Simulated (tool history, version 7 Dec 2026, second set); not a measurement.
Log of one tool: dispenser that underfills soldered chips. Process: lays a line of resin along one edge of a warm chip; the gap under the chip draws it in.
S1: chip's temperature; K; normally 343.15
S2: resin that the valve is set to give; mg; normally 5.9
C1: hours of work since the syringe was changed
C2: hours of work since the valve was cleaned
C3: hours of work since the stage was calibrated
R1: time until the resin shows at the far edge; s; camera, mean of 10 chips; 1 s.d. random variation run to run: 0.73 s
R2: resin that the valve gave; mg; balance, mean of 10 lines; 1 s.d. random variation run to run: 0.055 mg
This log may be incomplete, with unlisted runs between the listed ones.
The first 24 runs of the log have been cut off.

At hour 152.8: new syringe of resin.
Run 25, hour 155.6: usual settings but S1 330.15 K, S2 7.34 mg; C1 2; C2 113; C3 184. Result: R1 113.9 s, R2 6.81 mg.
Run 26, hour 163.4: usual settings but S1 330.15 K, S2 7.34 mg; C1 7; C2 119; C3 189. Result: R1 175.4 s, R2 6.69 mg.
Run 27, hour 168.6: usual settings but S1 330.15 K, S2 7.34 mg; C1 11; C2 122; C3 193. Result: R1 234.2 s, R2 6.64 mg.
At hour 171.1: new syringe of resin.
Run 28, hour 173.8: usual settings but S1 355.15 K, S2 5.57 mg; C1 2; C2 125; C3 196. Result: R1 50 s, R2 5.06 mg.
Run 29, hour 180.9: usual settings but S2 6.76 mg; C1 7; C2 130; C3 201. Result: R1 104.1 s, R2 6.15 mg.
Run 30, hour 186.8: usual settings but S2 6.76 mg; C1 11; C2 134; C3 205. Result: R1 145.9 s, R2 6.09 mg.
At hour 189.7: new syringe of resin.
Run 31, hour 192: usual settings but S2 6.76 mg; C1 2; C2 137; C3 208. Result: R1 71 s, R2 6.13 mg.
At hour 198.9: dispensing valve cleaned and set on the balance.
Run 32, hour 200.9: usual settings but S2 6.78 mg; C1 7; C2 1; C3 213. Result: R1 108.2 s, R2 6.85 mg.
Run 33, hour 206.1: usual settings but S1 332.15 K, S2 6.34 mg; C1 10; C2 5; C3 217. Result: R1 212 s, R2 6.26 mg.
At hour 209.1: new syringe of resin.
Run 34, hour 212: usual settings but S1 336.15 K, S2 6.83 mg; C1 2; C2 9; C3 220. Result: R1 93.9 s, R2 6.72 mg.
Run 35, hour 216.2: usual settings but S2 5.97 mg; C1 5; C2 11; C3 223. Result: R1 92.1 s, R2 5.99 mg.

Predict each of these 3 candidate next runs independently; none follows another, all start after run 35:
Run A, hour 222.3: usual settings but S1 351.15 K; C1 9; C2 15; C3 227. Result: R1 ?, R2 ?.
Run B, hour 222.3: usual settings but S2 5.37 mg; C1 9; C2 15; C3 227. Result: R1 ?, R2 ?.
Run C, hour 222.3: usual settings but S1 344.15 K, S2 5.97 mg; C1 9; C2 15; C3 227. Result: R1 ?, R2 ?.

run     R1    R2
  A   96.5  5.84
  B  129.9  5.31
  C  122.3  5.85
Without the tool's hidden state the same runs would have given:
run    R1    R2
  A  50.1   5.9
  B  67.6  5.37
  C  63.4  5.91

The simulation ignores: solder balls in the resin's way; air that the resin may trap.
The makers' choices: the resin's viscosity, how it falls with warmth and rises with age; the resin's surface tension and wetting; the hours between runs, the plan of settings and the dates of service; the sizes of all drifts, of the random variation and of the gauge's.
